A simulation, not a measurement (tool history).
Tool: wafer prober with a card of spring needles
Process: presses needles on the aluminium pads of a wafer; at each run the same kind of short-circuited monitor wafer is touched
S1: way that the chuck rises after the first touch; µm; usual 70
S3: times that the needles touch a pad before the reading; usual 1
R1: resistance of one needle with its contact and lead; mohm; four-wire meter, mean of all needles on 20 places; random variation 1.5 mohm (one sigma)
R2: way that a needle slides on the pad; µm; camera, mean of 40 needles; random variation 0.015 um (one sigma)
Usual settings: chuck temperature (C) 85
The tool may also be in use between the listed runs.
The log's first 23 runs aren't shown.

At hour 207.1: tips cleaned on abrasive film.
Run 24, hour 213.2: usual settings but S1 81 µm, chuck temperature (C) 34. Result: R1 127 mohm, R2 11.63 µm.
At hour 216.2: tips cleaned on abrasive film.
Run 25, hour 220.4: usual settings but S1 61 µm. Result: R1 144 mohm, R2 8.76 µm.
At hour 224.5: tips cleaned on abrasive film.
At hour 232.9: tips cleaned on abrasive film.
Run 26, hour 233.9: usual settings but S1 61 µm, chuck temperature (C) 66. Result: R1 140 mohm, R2 8.74 µm.
Run 27, hour 240.9: usual settings but S1 61 µm, chuck temperature (C) 66. Result: R1 142 mohm, R2 8.73 µm.
At hour 242.1: tips cleaned on abrasive film.
At hour 250.7: tips cleaned on abrasive film.
Run 28, hour 253.6: usual settings but S1 61 µm, chuck temperature (C) 66. Result: R1 141 mohm, R2 8.71 µm.
At hour 259.1: tips cleaned on abrasive film.
Run 29, hour 260.5: usual settings but S1 61 µm, chuck temperature (C) 66. Result: R1 139 mohm, R2 8.72 µm.
At hour 267.8: tips cleaned on abrasive film.
Run 30, hour 268.3: usual settings but S1 61 µm, chuck temperature (C) 66. Result: R1 140 mohm, R2 8.7 µm.
At hour 276.1: tips cleaned on abrasive film.
Run 31, hour 279.7: usual settings but S1 61 µm, chuck temperature (C) 66. Result: R1 140 mohm, R2 8.7 µm.
At hour 284.3: tips cleaned on abrasive film.
Run 32, hour 289.1: usual settings but S1 62 µm, chuck temperature (C) 66. Result: R1 141 mohm, R2 8.82 µm.

Forecast each of these 3 alternatives for the next run:
At hour 292.7: tips cleaned on abrasive film.
Run A, hour 298.7: usual settings but S1 50 µm, chuck temperature (C) 93. Result: R1 ?, R2 ?.
At hour 292.7: tips cleaned on abrasive film.
Run B, hour 298.7: usual settings but S1 73 µm. Result: R1 ?, R2 ?.
At hour 292.7: tips cleaned on abrasive film.
Run C, hour 298.7: usual settings but S1 68 µm. Result: R1 ?, R2 ?.

run   R1     R2
  A  155   7.12
  B  138  10.35
  C  142   9.69
Without the tool's hidden state the same runs would have given:
run   R1     R2
  A  154   7.32
  B  138  10.64
  C  141   9.96

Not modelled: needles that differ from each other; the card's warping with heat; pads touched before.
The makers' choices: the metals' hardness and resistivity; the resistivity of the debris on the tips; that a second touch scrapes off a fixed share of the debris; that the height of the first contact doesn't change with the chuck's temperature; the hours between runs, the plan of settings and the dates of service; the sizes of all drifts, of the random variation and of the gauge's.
